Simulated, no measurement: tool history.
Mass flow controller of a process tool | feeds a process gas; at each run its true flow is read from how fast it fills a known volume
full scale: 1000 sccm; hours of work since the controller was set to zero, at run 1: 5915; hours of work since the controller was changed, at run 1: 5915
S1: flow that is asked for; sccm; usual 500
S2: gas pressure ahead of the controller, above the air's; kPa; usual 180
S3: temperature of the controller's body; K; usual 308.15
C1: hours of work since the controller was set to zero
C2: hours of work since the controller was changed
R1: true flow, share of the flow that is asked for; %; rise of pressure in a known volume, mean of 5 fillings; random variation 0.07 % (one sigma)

run,day,S1,S2,S3,C1,C2,R1
1,0.000,500,180,308.15,5915,5915,97.28
2,10.400,500,180,313.15,6039,6039,96.70
3,17.521,500,248,313.15,6124,6124,96.38
4,23.458,500,248,313.15,6195,6195,96.39
5,32.983,500,248,313.15,6308,6308,96.33
# day 34.133: controller's zero set anew
6,40.029,500,248,313.15,70,6392,95.79
7,49.433,500,248,313.15,182,6504,95.97
8,55.633,174,157,303.15,256,6578,93.92
9,66.588,174,157,303.15,387,6708,93.91
10,77.908,500,180,306.15,522,6843,96.63
# day 86.188: controller's zero set anew, once more
11,86.188,173,174,303.15,0,6941,98.01
12,94.058,102,194,299.15,94,7035,97.96
13,101.529,429,201,295.15,183,7124,98.88
14,113.433,429,201,295.15,325,7266,98.87

Forecast each of these 4 alternatives for the next run:
A,123.938,137,173,308.15,450,7391,?
B,123.938,500,180,303.15,450,7391,?
C,123.938,500,180,303.15,450,7391,?
D,123.938,429,201,293.15,450,7391,?

run,R1
A,97.16
B,98.41
C,98.23
D,99.06
Without the tool's hidden state the same runs would have given:
run,R1
A,98.35
B,99.22
C,99.04
D,99.89
